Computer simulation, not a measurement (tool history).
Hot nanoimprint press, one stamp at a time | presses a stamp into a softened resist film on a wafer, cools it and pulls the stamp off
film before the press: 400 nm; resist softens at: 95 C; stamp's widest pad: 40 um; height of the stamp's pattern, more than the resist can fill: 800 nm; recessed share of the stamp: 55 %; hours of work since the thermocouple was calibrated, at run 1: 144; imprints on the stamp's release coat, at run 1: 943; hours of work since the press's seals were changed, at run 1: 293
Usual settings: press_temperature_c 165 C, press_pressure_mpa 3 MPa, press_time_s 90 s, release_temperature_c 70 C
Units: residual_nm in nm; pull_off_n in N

run     day  press_temperature_c  press_pressure_mpa  press_time_s  release_temperature_c  hours of work since the thermocouple was calibrated  imprints on the stamp's release coat  hours of work since the press's seals were changed  residual_nm  pull_off_n
  1       0                  165                   3            90                     70                                                  144                                   943                                                 293        231.6         106
  2   0.721                  165                   3            90                     70                                                  158                                  1016                                                 307        230.3         112
  3   1.217                  161                   3            90                     70                                                  167                                  1067                                                 316        257.2         104
  4   1.621                  165                   3            90                     58                                                  175                                  1108                                                 324          232         118
  5       2                  165                   3            90                     58                                                  182                                  1147                                                 331        231.9         114
  6   2.312                  165                   3            90                     58                                                  188                                  1179                                                 337        231.9         116
  7   3.029                  165                   3            90                     58                                                  201                                  1253                                                 351        229.4         120
  8   3.508                  165                   3            90                     58                                                  211                                  1302                                                 360        232.5         114
  9   3.917                  165                   3            90                     58                                                  218                                  1343                                                 367        233.1         115
 10   4.425                  165                   3            90                     58                                                  228                                  1395                                                 377        233.4         118
 11   4.988                  165                   3            90                     70                                                  238                                  1453                                                 388        231.5         105
 12   5.679                  165                   3            90                     70                                                  252                                  1524                                                 401        232.7         106
 13   6.217                  165                   3            90                     70                                                  262                                  1579                                                 411        231.8         104
 14   6.662                  165                4.06            90                     70                                                  270                                  1624                                                 419        199.1         105
 15     7.2                  165                   3            90                     59                                                  280                                  1679                                                 429        228.3         114
 16   7.921                  165                   3            90                     59                                                  294                                  1753                                                 443        229.9         110
 17   8.658                  165                   3            81                     70                                                  308                                  1828                                                 457        240.9         107
 18   9.071                  170                1.98           152                     70                                                  316                                  1871                                                 465        208.8         110
 19   9.779                  168                 2.9            48                     61                                                  329                                  1943                                                 478        255.2         113
 20  10.154                  175                 2.9            66                     61                                                  336                                  1981                                                 485        198.2         114
 21  10.838                  163                4.29            90                     56                                                  349                                  2051                                                 498        206.3         118
 22  11.275                  167                2.23            65                     70                                                  357                                  2096                                                 506        274.7         107
 23  11.788                  165                4.11            90                     70                                                  367                                  2148                                                 516        199.2         107
 24  12.192                  165                4.11            90                     70                                                  375                                  2189                                                 524        196.7         108
 25  12.579                  161                4.51           112                     70                                                  382                                  2229                                                 531        197.9         108
 26  13.196                  161                4.51           112                     70                                                  394                                  2292                                                 543          200         109
     13.983  -- stamp cleaned and given a new release coat
 27  14.042                  177                   3           111                     70                                                  405                                     6                                                 554          151         107
 28  14.496                  174                4.72           115                     66                                                  413                                    52                                                 562        125.1         108
 29   15.05                  174                2.69           115                     63                                                  424                                   109                                                 573        174.2         112

4 ways to go on from here, each from the tool as it stands after run 29. What would each give?
  A  15.429                  164                1.81            90                     58                                                  431                                   148                                                 580            ?           ?
  B  15.429                  159                   3            56                     70                                                  431                                   148                                                 580            ?           ?
  C  15.429                  171                2.95            72                     63                                                  431                                   148                                                 580            ?           ?
  D  15.429                  165                4.52           143                     70                                                  431                                   148                                                 580            ?           ?

run  residual_nm  pull_off_n
  A        290.5         115
  B        303.7         108
  C        211.8         110
  D        159.9         106
Without the tool's hidden state the same runs would have given:
run  residual_nm  pull_off_n
  A        290.2         115
  B        303.3         108
  C        211.5         110
  D        159.6         106
